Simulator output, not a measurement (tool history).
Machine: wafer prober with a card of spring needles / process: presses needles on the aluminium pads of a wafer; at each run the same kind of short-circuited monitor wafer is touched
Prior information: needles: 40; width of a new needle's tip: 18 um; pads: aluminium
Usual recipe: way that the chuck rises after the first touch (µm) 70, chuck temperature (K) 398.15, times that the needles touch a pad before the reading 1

run,hour,way that the chuck rises after the first touch (µm),chuck temperature (K),times that the needles touch a pad before the reading,resistance of one needle with its contact and lead (mohm),way that a needle slides on the pad (µm)
1,0.0,70,398.15,1,306,19.08
# hour 21.0: tips cleaned on abrasive film
2,21.4,70,398.15,1,305,19.06
# hour 41.8: tips cleaned on abrasive film
3,55.6,51,398.15,1,310,13.88
# hour 63.0: tips cleaned on abrasive film
4,79.4,70,398.15,1,302,19.03
# hour 85.4: tips cleaned on abrasive film
# hour 107.6: tips cleaned on abrasive film
5,117.8,89,398.15,1,298,24.18
# hour 125.2: height of the first contact set anew
# hour 128.3: tips cleaned on abrasive film
# hour 148.2: tips cleaned on abrasive film
6,148.2,89,398.15,1,302,24.18
# hour 167.9: tips cleaned on abrasive film
7,169.7,70,398.15,1,303,19.03
# hour 190.3: tips cleaned on abrasive film
8,197.6,70,398.15,1,302,18.98
# hour 211.6: tips cleaned on abrasive film
# hour 234.2: tips cleaned on abrasive film
9,238.4,51,398.15,1,309,13.83
# hour 256.8: tips cleaned on abrasive film
# hour 277.0: tips cleaned on abrasive film
10,277.9,53,398.15,1,307,14.36
# hour 291.0: height of the first contact set anew
# hour 297.7: tips cleaned on abrasive film
11,304.6,70,346.15,1,283,18.94
# hour 317.5: tips cleaned on abrasive film
12,336.5,70,346.15,1,289,18.95
# hour 338.9: tips cleaned on abrasive film
# hour 360.7: tips cleaned on abrasive film
13,362.4,70,398.15,2,304,18.95
# hour 382.2: tips cleaned on abrasive film
14,388.7,65,314.15,3,276,17.58
# hour 402.0: tips cleaned on abrasive film
15,415.0,60,307.15,3,278,16.20
# hour 422.9: tips cleaned on abrasive film
# hour 445.6: tips cleaned on abrasive film
16,453.8,54,327.15,3,289,14.58
# hour 456.9: height of the first contact set anew
# hour 466.2: tips cleaned on abrasive film
17,472.2,54,327.15,3,288,14.58
# hour 487.9: tips cleaned on abrasive film
18,507.0,54,327.15,3,287,14.58
# hour 509.1: tips cleaned on abrasive film
# hour 530.4: tips cleaned on abrasive film
19,540.1,90,318.15,2,273,24.21
# hour 550.1: tips cleaned on abrasive film
# hour 571.1: tips cleaned on abrasive film
20,585.2,75,336.15,3,284,20.20
# hour 592.3: tips cleaned on abrasive film
# hour 612.3: tips cleaned on abrasive film
21,612.3,75,336.15,3,285,20.16
# hour 622.5: height of the first contact set anew
# hour 635.7: tips cleaned on abrasive film
22,643.3,83,398.15,1,300,22.28
# hour 658.1: tips cleaned on abrasive film
# hour 678.1: tips cleaned on abrasive film
23,682.4,73,398.15,1,297,19.59
# hour 698.8: tips cleaned on abrasive film
24,714.1,59,316.15,1,287,15.84
# hour 718.6: tips cleaned on abrasive film
25,736.1,59,316.15,1,282,15.84

Consider 3 possible next runs. They are alternatives, not a sequence: every one starts from the tool as it was left by run 25. What does each give?
# hour 739.7: tips cleaned on abrasive film
# hour 760.8: tips cleaned on abrasive film
A,766.5,51,316.15,1,?,?
# hour 739.7: tips cleaned on abrasive film
# hour 760.8: tips cleaned on abrasive film
B,766.5,54,316.15,2,?,?
# hour 739.7: tips cleaned on abrasive film
# hour 760.8: tips cleaned on abrasive film
C,766.5,60,376.15,2,?,?

run,resistance of one needle with its contact and lead (mohm),way that a needle slides on the pad (µm)
A,283,13.67
B,281,14.45
C,294,16.08
The same runs, with their run-to-run variation unchanged, on a tool lacking any hidden condition would have given:
run,resistance of one needle with its contact and lead (mohm),way that a needle slides on the pad (µm)
A,282,13.90
B,281,14.69
C,294,16.35
